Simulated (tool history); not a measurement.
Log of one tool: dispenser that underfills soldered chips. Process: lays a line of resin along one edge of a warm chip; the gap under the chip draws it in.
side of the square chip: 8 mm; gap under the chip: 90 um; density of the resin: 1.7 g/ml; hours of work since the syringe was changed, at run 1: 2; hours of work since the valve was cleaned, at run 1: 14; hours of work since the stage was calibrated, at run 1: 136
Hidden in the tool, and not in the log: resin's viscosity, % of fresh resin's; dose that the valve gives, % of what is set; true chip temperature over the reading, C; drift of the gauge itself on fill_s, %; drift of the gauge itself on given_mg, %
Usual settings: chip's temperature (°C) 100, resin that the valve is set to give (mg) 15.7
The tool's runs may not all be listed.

run	day	chip's temperature (°C)	resin that the valve is set to give (mg)	hours of work since the syringe was changed	hours of work since the valve was cleaned	hours of work since the stage was calibrated	time until the resin shows at the far edge (s)	resin that the valve gave (mg)
1	0	100	15.7	2	14	136	34.4	15.56
2	0.2	100	15.7	6	18	140	40.8	15.58
# day 0.467: new syringe of resin
3	0.471	100	14.2	0	23	144	32.3	13.89
4	0.729	100	14.2	5	27	149	39.9	13.95
5	0.996	100	14.2	9	32	153	49.6	13.57
# day 1.038: new syringe of resin
6	1.167	94	15.7	2	35	156	46.1	15.36
7	1.425	100	15.7	7	39	161	43.8	15.11
# day 1.629: new syringe of resin
8	1.708	100	15.7	1	44	166	34.2	15.19
9	2	85	15.7	7	49	171	83.4	14.96
10	2.158	85	15.7	9	52	174	100.3	15
# day 2.221: new syringe of resin
11	2.379	85	15.7	3	56	177	73.1	14.96
12	2.592	85	15.7	7	59	181	86.9	14.72
# day 2.804: new syringe of resin
13	2.825	85	15.7	0	63	185	62.5	14.79
14	3.004	92	19.3	4	67	188	52.6	18.11
15	3.296	109	14.3	9	72	193	32.8	13.28
# day 3.4: new syringe of resin
16	3.479	107	13.7	1	75	196	26	12.75
17	3.688	115	13.6	5	78	200	23.1	12.57
# day 3.992: dispensing valve cleaned and set on the balance
# day 4.012: new syringe of resin
18	4.012	107	20.2	0	0	205	23	20.1
19	4.279	107	20.2	5	5	209	29	20.12
20	4.421	107	17	7	7	212	34.2	17.18
# day 4.596: new syringe of resin
21	4.667	114	17	1	11	216	19.4	16.87
22	4.862	114	17	5	15	220	21.9	16.78
23	5.15	114	17	10	20	225	28.9	16.79
# day 5.179: new syringe of resin
24	5.438	114	17	5	25	229	22.2	16.53
25	5.7	114	17.2	9	30	234	27.3	16.69

5 ways to go on from here, each from the tool as it stands after run 25. What would each give?
# day 5.758: new syringe of resin
A	5.971	90	16	4	34	239	?	?
# day 5.758: new syringe of resin
B	5.971	100	16.6	4	34	239	?	?
# day 5.758: new syringe of resin
C	5.971	102	15.7	4	34	239	?	?
# day 5.758: new syringe of resin
D	5.971	113	15.1	4	34	239	?	?
# day 5.758: new syringe of resin
E	5.971	102	17.9	4	34	239	?	?

run	time until the resin shows at the far edge (s)	resin that the valve gave (mg)
A	60.9	15.49
B	38.2	16.05
C	36.1	15.19
D	22.6	14.62
E	35	17.27
Without the tool's hidden state the same runs would have given:
run	time until the resin shows at the far edge (s)	resin that the valve gave (mg)
A	47.9	16.03
B	30.1	16.61
C	28.5	15.72
D	17.9	15.13
E	27.7	17.87
